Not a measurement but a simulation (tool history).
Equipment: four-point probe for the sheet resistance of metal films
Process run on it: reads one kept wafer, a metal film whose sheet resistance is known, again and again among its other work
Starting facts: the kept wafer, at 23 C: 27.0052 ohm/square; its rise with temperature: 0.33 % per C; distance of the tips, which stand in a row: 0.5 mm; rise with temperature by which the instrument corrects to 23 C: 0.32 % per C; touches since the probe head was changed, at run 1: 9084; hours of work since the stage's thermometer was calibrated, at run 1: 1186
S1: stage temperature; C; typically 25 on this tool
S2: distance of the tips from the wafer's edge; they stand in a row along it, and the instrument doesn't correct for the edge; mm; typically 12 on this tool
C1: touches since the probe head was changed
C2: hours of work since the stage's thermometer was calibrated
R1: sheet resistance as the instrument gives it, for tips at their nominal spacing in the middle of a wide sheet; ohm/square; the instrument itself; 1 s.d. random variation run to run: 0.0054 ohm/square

{"run": 1, "hour": 0.0, "S1": 25, "S2": 12, "C1": 9084, "C2": 1186, "R1": 27.267175}
{"run": 2, "hour": 35.7, "S1": 25, "S2": 12, "C1": 9962, "C2": 1205, "R1": 27.269003}
{"run": 3, "hour": 99.5, "S1": 33, "S2": 12, "C1": 11532, "C2": 1239, "R1": 27.282133}
{"run": 4, "hour": 159.7, "S1": 33, "S2": 12, "C1": 13014, "C2": 1270, "R1": 27.296155}
{"run": 5, "hour": 212.4, "S1": 23, "S2": 12, "C1": 14309, "C2": 1298, "R1": 27.261805}
{"run": 6, "hour": 279.4, "S1": 23, "S2": 12, "C1": 15959, "C2": 1333, "R1": 27.262506}
{"run": 7, "hour": 333.4, "S1": 23, "S2": 12, "C1": 17287, "C2": 1361, "R1": 27.251476}
{"run": 8, "hour": 391.4, "S1": 23, "S2": 12, "C1": 18714, "C2": 1392, "R1": 27.254201}
{"run": 9, "hour": 420.4, "S1": 23, "S2": 12, "C1": 19427, "C2": 1407, "R1": 27.242808}
{"run": 10, "hour": 484.6, "S1": 25, "S2": 12, "C1": 21008, "C2": 1441, "R1": 27.249458}
{"hour": 491.5, "done": "stage's thermometer calibrated"}
{"run": 11, "hour": 550.4, "S1": 25, "S2": 12, "C1": 22614, "C2": 31, "R1": 27.269907}
{"run": 12, "hour": 607.6, "S1": 34, "S2": 47, "C1": 24021, "C2": 61, "R1": 27.267545}
{"hour": 625.3, "done": "stage's thermometer calibrated, once more"}
{"run": 13, "hour": 669.3, "S1": 25, "S2": 45, "C1": 25528, "C2": 23, "R1": 27.168162}
{"run": 14, "hour": 738.8, "S1": 30, "S2": 4, "C1": 27238, "C2": 60, "R1": 27.408522}
{"run": 15, "hour": 789.4, "S1": 30, "S2": 16, "C1": 28482, "C2": 86, "R1": 27.191311}
{"run": 16, "hour": 834.7, "S1": 30, "S2": 16, "C1": 29597, "C2": 110, "R1": 27.192844}
{"run": 17, "hour": 884.5, "S1": 31, "S2": 11, "C1": 30822, "C2": 136, "R1": 27.215104}
{"run": 18, "hour": 922.9, "S1": 29, "S2": 66, "C1": 31766, "C2": 156, "R1": 27.188101}
{"run": 19, "hour": 974.9, "S1": 23, "S2": 22, "C1": 33047, "C2": 184, "R1": 27.170077}
{"run": 20, "hour": 1024.5, "S1": 20, "S2": 22, "C1": 34268, "C2": 210, "R1": 27.155652}

What if the next run were any one of these 4? Each begins from the tool's condition after run 20:
{"run": "A", "hour": 1090.5, "S1": 32, "S2": 22, "C1": 35892, "C2": 244, "R1": "?"}
{"run": "B", "hour": 1090.5, "S1": 27, "S2": 5, "C1": 35892, "C2": 244, "R1": "?"}
{"run": "C", "hour": 1090.5, "S1": 25, "S2": 3, "C1": 35892, "C2": 244, "R1": "?"}
{"run": "D", "hour": 1090.5, "S1": 21, "S2": 24, "C1": 35892, "C2": 244, "R1": "?"}

run=A R1=27.194662
run=B R1=27.309558
run=C R1=27.561223
run=D R1=27.148440
Stripped of hidden state, with their random variation kept, the same runs would have yielded:
run=A R1=27.049292
run=B R1=27.163497
run=C R1=27.413865
run=D R1=27.003024

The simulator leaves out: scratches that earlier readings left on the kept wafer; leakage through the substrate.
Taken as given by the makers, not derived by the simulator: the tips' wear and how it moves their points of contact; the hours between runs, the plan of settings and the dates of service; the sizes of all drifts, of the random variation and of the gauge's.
